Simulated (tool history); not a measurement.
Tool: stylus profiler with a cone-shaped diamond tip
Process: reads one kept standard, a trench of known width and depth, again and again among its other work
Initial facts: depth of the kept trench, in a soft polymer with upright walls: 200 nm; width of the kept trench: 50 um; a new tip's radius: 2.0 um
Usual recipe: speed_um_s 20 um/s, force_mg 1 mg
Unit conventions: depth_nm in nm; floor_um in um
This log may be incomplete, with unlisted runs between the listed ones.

run	hour	speed_um_s	force_mg	depth_nm	floor_um
1	0	20	1	201.42	47.77
2	35.9	20	1	201.53	47.75
3	80.6	20	1	201.53	47.72
4	141.4	20	1	201.4	47.77
5	192.4	20	1	201.49	47.71
6	237.4	20	1	201.45	47.72
7	293.5	20	1	201.35	47.73
8	342.9	39	1	201.5	47.65
9	392.1	39	1	201.35	47.63
10	456.9	39	1	201.21	47.63
11	514.6	39	1	201.31	47.59
12	557.3	39	1	201.31	47.63
13	629.6	19	1	201.27	47.68
# hour 636.1: new tip fitted, height scale calibrated
14	671.3	19	1	201.92	48.16
15	736.7	19	1	201.89	48.11
16	780.5	11	1.37	202.53	48.15
17	823.2	11	1.37	202.4	48.14
18	872.4	11	1.37	202.37	48.12
19	915.2	60	2.16	203.2	47.95
20	961.7	13	0.33	200.79	48.07
21	1028.4	27	1.05	201.88	47.97
22	1081.2	27	1.05	201.96	48.02
23	1128.9	15	0.89	201.75	48.03
24	1159.8	56	3	203.96	47.94
25	1230.4	28	2.33	203.31	47.95
26	1272.1	28	2.33	203.17	47.98
27	1316.7	10	2.33	203.19	48.02
28	1377.8	11	1.07	201.82	48.04
29	1429.6	7	0.35	200.79	48.05

Branching from run 29: 3 alternative next runs. What would each branch give?
A	1503.4	54	0.38	?	?
B	1503.4	7	0.81	?	?
C	1503.4	5	0.48	?	?

run	depth_nm	floor_um
A	200.89	47.68
B	201.4	48
C	201.03	47.96
Had the tool no hidden state, the same runs would have come out as:
run	depth_nm	floor_um
A	201.06	47.9
B	201.57	48.23
C	201.2	48.18

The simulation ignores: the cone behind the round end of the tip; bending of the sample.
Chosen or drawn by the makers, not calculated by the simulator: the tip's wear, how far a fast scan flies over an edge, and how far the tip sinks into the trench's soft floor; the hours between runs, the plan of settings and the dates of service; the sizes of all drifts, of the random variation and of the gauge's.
